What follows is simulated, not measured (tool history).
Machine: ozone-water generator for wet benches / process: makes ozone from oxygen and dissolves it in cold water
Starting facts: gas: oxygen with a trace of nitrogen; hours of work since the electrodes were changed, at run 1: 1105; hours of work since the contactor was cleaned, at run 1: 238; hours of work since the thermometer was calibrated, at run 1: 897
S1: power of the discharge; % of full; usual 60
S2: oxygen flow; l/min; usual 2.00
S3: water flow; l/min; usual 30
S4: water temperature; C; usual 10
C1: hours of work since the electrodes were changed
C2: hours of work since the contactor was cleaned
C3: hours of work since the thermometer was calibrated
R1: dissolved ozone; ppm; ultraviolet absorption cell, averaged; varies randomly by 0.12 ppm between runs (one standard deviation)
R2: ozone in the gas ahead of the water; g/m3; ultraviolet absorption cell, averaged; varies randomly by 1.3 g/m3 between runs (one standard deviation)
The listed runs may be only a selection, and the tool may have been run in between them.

run,day,S1,S2,S3,S4,C1,C2,C3,R1,R2
1,0.000,60,2.00,30,10,1105,238,897,10.0,224.5
2,3.038,60,2.00,30,14,1156,289,948,9.8,225.9
3,6.521,60,2.00,30,10,1215,348,1007,10.3,221.4
4,11.212,60,2.00,30,10,1293,426,1085,10.2,224.4
5,16.262,60,2.00,30,10,1378,511,1170,10.2,224.6
6,20.838,60,2.00,30,10,1455,588,1247,10.2,222.9
7,25.579,54,2.00,30,10,1535,667,1327,9.1,204.5
8,29.354,71,2.00,30,10,1598,731,1390,11.5,251.5
9,32.512,60,2.00,30,10,1651,784,1443,10.1,219.5
10,38.025,60,2.00,30,10,1743,876,1535,9.9,219.2
11,41.267,60,2.00,30,16,1798,931,1590,9.6,219.5
12,44.512,60,2.00,30,10,1852,985,1644,9.8,219.0
13,51.450,60,2.00,30,10,1969,1102,1761,9.7,221.4
14,58.225,60,2.00,30,10,2082,1215,1874,9.8,220.7
15,61.296,60,2.00,30,10,2134,1267,1926,9.8,220.2
16,66.846,93,2.00,30,10,2227,1360,2019,13.6,306.2
17,71.233,60,2.00,30,10,2301,1434,2093,9.7,217.7
18,75.783,60,2.72,30,10,2377,1510,2169,10.6,182.9
19,80.583,86,1.82,24,9,2458,1590,2250,15.9,301.3
20,86.842,86,1.82,24,9,2563,1696,2355,15.7,297.7
21,91.100,76,1.34,19,10,2634,1767,2426,16.9,322.1
22,95.750,69,2.00,28,10,2712,1845,2504,11.6,239.8
23,100.254,47,2.00,28,10,2788,1921,2580,8.7,178.8
# day 102.121: water thermometer calibrated
24,107.146,60,1.92,30,10,2903,2036,84,9.6,219.6
25,113.462,60,2.00,20,8,3009,2142,190,14.7,212.8
26,116.433,60,2.13,30,16,3059,2192,240,9.2,206.2
27,121.175,60,2.00,38,16,3139,2271,320,7.0,210.2
28,128.283,60,2.00,38,16,3258,2391,439,7.0,211.5
29,135.246,60,2.00,43,12,3375,2507,556,6.4,210.4
30,141.675,97,2.00,30,6,3483,2615,664,13.3,298.9
31,147.117,97,2.00,30,6,3574,2707,755,13.5,298.3
32,152.025,97,2.00,30,6,3656,2789,837,13.3,296.2

The next listed run, before its measurement:
33,155.871,60,2.97,41,10,3721,2854,902,?,?

R1: 7.3 ppm
R2: 166.8 g/m3
Had the tool carried no hidden state, the very same run would have given R1 8.4 ppm, R2 186.0 g/m3.

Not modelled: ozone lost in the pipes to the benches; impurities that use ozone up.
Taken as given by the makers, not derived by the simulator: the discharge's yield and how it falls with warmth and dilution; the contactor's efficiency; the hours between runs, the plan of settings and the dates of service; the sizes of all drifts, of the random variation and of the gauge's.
